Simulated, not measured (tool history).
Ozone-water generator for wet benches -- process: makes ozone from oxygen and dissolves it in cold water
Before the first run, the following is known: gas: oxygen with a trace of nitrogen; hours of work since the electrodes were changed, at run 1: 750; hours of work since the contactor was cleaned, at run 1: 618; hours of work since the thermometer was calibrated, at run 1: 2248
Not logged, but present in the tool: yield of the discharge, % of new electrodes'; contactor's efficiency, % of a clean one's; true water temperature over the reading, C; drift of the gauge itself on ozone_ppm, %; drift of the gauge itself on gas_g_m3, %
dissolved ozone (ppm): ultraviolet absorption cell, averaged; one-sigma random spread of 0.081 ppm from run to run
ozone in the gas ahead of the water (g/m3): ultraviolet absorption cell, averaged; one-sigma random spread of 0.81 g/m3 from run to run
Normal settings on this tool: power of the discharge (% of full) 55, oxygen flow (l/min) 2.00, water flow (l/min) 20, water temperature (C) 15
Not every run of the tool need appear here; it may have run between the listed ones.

run,hour,power of the discharge (% of full),oxygen flow (l/min),water flow (l/min),water temperature (C),hours of work since the electrodes were changed,hours of work since the contactor was cleaned,hours of work since the thermometer was calibrated,dissolved ozone (ppm),ozone in the gas ahead of the water (g/m3)
1,0.0,55,2.00,20,15,750,618,2248,5.27,125.5
2,22.4,55,1.25,20,15,770,638,2268,4.45,151.2
3,62.9,55,1.25,20,15,806,673,2303,4.51,152.2
4,101.6,55,1.16,20,15,840,708,2338,4.23,155.1
5,142.4,55,3.14,20,15,876,744,2374,6.06,102.0
6,171.3,55,3.14,20,15,902,769,2399,6.14,103.0
7,204.0,55,2.31,20,15,931,798,2428,5.46,116.4
8,248.9,48,2.00,20,15,971,838,2468,4.75,112.9
9,286.7,48,2.00,20,15,1004,872,2502,4.81,112.7
10,321.9,48,2.00,20,15,1035,903,2533,4.78,112.8
11,349.5,48,2.00,19,15,1060,927,2557,4.94,111.0
12,381.9,48,2.00,19,15,1088,956,2586,5.04,112.0
13,416.6,61,2.00,20,15,1119,987,2617,5.73,132.5
14,452.5,61,2.00,17,15,1151,1019,2648,6.64,132.0
15,486.4,93,1.20,17,15,1181,1049,2679,7.29,221.3
16,528.9,93,1.20,27,13,1219,1086,2716,4.43,216.9
17,572.3,93,1.20,27,13,1257,1125,2755,4.41,218.9
18,619.2,93,3.54,20,13,1299,1166,2796,9.20,137.4
19,648.6,45,3.54,26,13,1325,1192,2822,4.47,84.0
20,669.9,93,3.54,26,10,1344,1211,2841,7.26,137.7
21,718.7,62,3.54,20,10,1387,1254,2884,7.05,104.3
22,765.3,63,1.87,30,17,1428,1296,2926,3.60,137.9
23,803.9,58,2.09,20,15,1462,1330,2960,5.50,123.5
24,823.9,45,2.09,12,15,1480,1348,2978,7.45,103.8
25,866.7,62,2.09,12,16,1518,1386,3015,9.03,128.7
26,887.0,62,2.09,12,16,1536,1404,3033,8.95,129.0
27,912.5,55,2.00,20,14,1559,1426,3056,5.25,119.6

Each row is a separate what-if for the run after 27, all from the same tool condition, not one after another. Results?
A,949.4,55,1.31,20,14,1591,1459,3089,?,?
B,949.4,55,2.00,15,14,1591,1459,3089,?,?
C,949.4,55,2.00,20,20,1591,1459,3089,?,?
D,949.4,55,2.00,20,9,1591,1459,3089,?,?

run,dissolved ozone (ppm),ozone in the gas ahead of the water (g/m3)
A,4.53,143.8
B,6.92,121.8
C,5.02,120.2
D,5.37,120.2
With no hidden state in the tool, these same runs would have given:
run,dissolved ozone (ppm),ozone in the gas ahead of the water (g/m3)
A,4.83,151.0
B,7.38,127.9
C,5.36,126.3
D,5.73,126.2

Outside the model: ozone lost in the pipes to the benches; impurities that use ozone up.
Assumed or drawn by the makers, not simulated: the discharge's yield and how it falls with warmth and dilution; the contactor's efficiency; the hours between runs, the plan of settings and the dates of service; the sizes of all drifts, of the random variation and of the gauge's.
